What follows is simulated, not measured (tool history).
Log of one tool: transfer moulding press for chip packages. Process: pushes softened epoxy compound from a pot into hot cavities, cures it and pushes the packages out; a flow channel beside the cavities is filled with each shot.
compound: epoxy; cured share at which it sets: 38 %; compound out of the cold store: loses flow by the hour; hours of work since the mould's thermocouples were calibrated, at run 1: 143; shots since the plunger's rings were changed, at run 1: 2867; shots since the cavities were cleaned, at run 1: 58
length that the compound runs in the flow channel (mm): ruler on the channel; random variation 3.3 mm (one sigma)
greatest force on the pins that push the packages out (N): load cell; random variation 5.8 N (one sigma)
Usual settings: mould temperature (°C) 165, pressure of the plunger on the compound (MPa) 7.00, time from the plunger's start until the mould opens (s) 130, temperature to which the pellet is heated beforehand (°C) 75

run    hour  mould temperature (°C)  pressure of the plunger on the compound (MPa)  time from the plunger's start until the mould opens (s)  temperature to which the pellet is heated beforehand (°C)  hours of work since the mould's thermocouples were calibrated  shots since the plunger's rings were changed  shots since the cavities were cleaned  incoming compound's hours out of the cold store  length that the compound runs in the flow channel (mm)  greatest force on the pins that push the packages out (N)
  1     0.0                     165                                           7.00                                                      130                                                         75                                                            143                                          2867                                     58                                             47.5                                                     566                                                        210
       18.5  -- plunger's sealing rings changed
       55.5  -- cavities cleaned with cleaning compound and waxed
  2    55.5                     165                                           7.00                                                      130                                                         75                                                            175                                           329                                      0                                             11.2                                                     683                                                        206
      119.2  -- cavities cleaned with cleaning compound and waxed
  3   119.5                     165                                           7.00                                                      160                                                         75                                                            214                                           910                                      3                                             32.4                                                     611                                                        183
      182.8  -- cavities cleaned with cleaning compound and waxed
  4   190.2                     165                                           7.00                                                      160                                                         75                                                            257                                          1552                                     69                                             19.0                                                     658                                                        187
      245.0  -- cavities cleaned with cleaning compound and waxed
  5   254.7                     165                                           7.00                                                      129                                                         75                                                            297                                          2136                                     90                                             19.1                                                     662                                                        216
      305.9  -- cavities cleaned with cleaning compound and waxed
  6   328.2                     171                                           7.00                                                      130                                                         75                                                            342                                          2805                                    207                                             41.4                                                     575                                                        174
      356.0  -- plunger's sealing rings changed
      368.1  -- cavities cleaned with cleaning compound and waxed
  7   393.8                     171                                           7.00                                                      130                                                         75                                                            380                                           336                                    238                                             25.8                                                     612                                                        190
      432.6  -- cavities cleaned with cleaning compound and waxed
  8   445.1                     171                                           7.00                                                      130                                                         75                                                            411                                           799                                    117                                             19.5                                                     635                                                        184
      494.6  -- cavities cleaned with cleaning compound and waxed
  9   509.9                     171                                           7.00                                                      130                                                         75                                                            451                                          1386                                    142                                             24.1                                                     623                                                        195
      556.0  -- cavities cleaned with cleaning compound and waxed
 10   588.9                     171                                           7.00                                                      130                                                         75                                                            499                                          2105                                    305                                             41.5                                                     568                                                        187
      615.8  -- cavities cleaned with cleaning compound and waxed
 11   666.8                     171                                           7.00                                                      130                                                         75                                                            547                                          2815                                    474                                             33.4                                                     595                                                        190
      678.3  -- cavities cleaned with cleaning compound and waxed
      694.5  -- plunger's sealing rings changed
      740.0  -- cavities cleaned with cleaning compound and waxed
 12   758.4                     165                                           7.00                                                      130                                                         75                                                            600                                           580                                    171                                             30.4                                                     619                                                        198
      799.4  -- cavities cleaned with cleaning compound and waxed
 13   832.6                     172                                           7.00                                                      130                                                         75                                                            646                                          1255                                    309                                             34.4                                                     587                                                        191
      859.5  -- cavities cleaned with cleaning compound and waxed
 14   909.7                     165                                           6.65                                                      130                                                         73                                                            693                                          1956                                    466                                             25.4                                                     622                                                        209
      924.2  -- cavities cleaned with cleaning compound and waxed
 15   974.0                     165                                           6.65                                                      130                                                         73                                                            732                                          2539                                    463                                              8.4                                                     678                                                        223
      988.4  -- cavities cleaned with cleaning compound and waxed
     1029.3  -- plunger's sealing rings changed
 16  1045.7                     161                                           6.65                                                      117                                                         73                                                            774                                           152                                    509                                             47.0                                                     562                                                        315
     1051.6  -- cavities cleaned with cleaning compound and waxed
 17  1086.7                     165                                           7.68                                                      130                                                         75                                                            799                                           519                                    326                                             46.1                                                     597                                                        196
     1115.9  -- cavities cleaned with cleaning compound and waxed
 18  1139.1                     165                                           7.68                                                      130                                                         75                                                            831                                           991                                    215                                             22.7                                                     677                                                        211
     1178.7  -- cavities cleaned with cleaning compound and waxed
 19  1179.1                     166                                           6.66                                                      151                                                         84                                                            855                                          1348                                      3                                             17.8                                                     639                                                        182
     1202.6  -- mould's thermocouples calibrated
     1241.8  -- cavities cleaned with cleaning compound and waxed
 20  1252.0                     169                                           6.36                                                      151                                                         84                                                             30                                          1992                                     94                                             25.1                                                     592                                                        174
     1303.0  -- cavities cleaned with cleaning compound and waxed
 21  1323.3                     169                                           6.57                                                      121                                                         66                                                             73                                          2640                                    188                                             28.8                                                     596                                                        195
     1362.6  -- cavities cleaned with cleaning compound and waxed
     1370.3  -- plunger's sealing rings changed
 22  1388.3                     165                                           7.24                                                      139                                                         76                                                            112                                           167                                    215                                             30.5                                                     630                                                        192
     1428.6  -- cavities cleaned with cleaning compound and waxed
 23  1432.3                     165                                           6.34                                                      117                                                         71                                                            138                                           562                                     35                                              9.3                                                     662                                                        270
     1488.2  -- cavities cleaned with cleaning compound and waxed
 24  1495.9                     165                                           6.34                                                      117                                                         71                                                            177                                          1138                                     71                                             15.5                                                     641                                                        257
     1552.6  -- cavities cleaned with cleaning compound and waxed
 25  1577.8                     165                                           6.40                                                      117                                                         71                                                            227                                          1884                                    234                                             33.7                                                     583                                                        244
     1619.4  -- cavities cleaned with cleaning compound and waxed
 26  1641.1                     164                                           7.13                                                      165                                                         79                                                            266                                          2458                                    201                                             12.8                                                     691                                                        188

4 ways to go on from here, each from the tool as it stands after run 26. What would each give?
     1683.6  -- cavities cleaned with cleaning compound and waxed
     1704.7  -- plunger's sealing rings changed
  A  1709.3                     165                                           7.00                                                      149                                                         75                                                            306                                            43                                    216                                             15.0                                                       ?                                                          ?
     1683.6  -- cavities cleaned with cleaning compound and waxed
     1704.7  -- plunger's sealing rings changed
  B  1709.3                     167                                           7.46                                                      165                                                         79                                                            306                                            43                                    216                                             35.6                                                       ?                                                          ?
     1683.6  -- cavities cleaned with cleaning compound and waxed
     1704.7  -- plunger's sealing rings changed
  C  1709.3                     164                                           7.13                                                      149                                                         79                                                            306                                            43                                    216                                             38.5                                                       ?                                                          ?
     1683.6  -- cavities cleaned with cleaning compound and waxed
     1704.7  -- plunger's sealing rings changed
  D  1709.3                     167                                           5.98                                                      130                                                         80                                                            306                                            43                                    216                                             38.7                                                       ?                                                          ?

run  length that the compound runs in the flow channel (mm)  greatest force on the pins that push the packages out (N)
  A                                                     675                                                        189
  B                                                     620                                                        171
  C                                                     597                                                        190
  D                                                     543                                                        188
Without the tool's hidden state the same runs would have given:
run  length that the compound runs in the flow channel (mm)  greatest force on the pins that push the packages out (N)
  A                                                     675                                                        188
  B                                                     620                                                        170
  C                                                     597                                                        189
  D                                                     543                                                        187
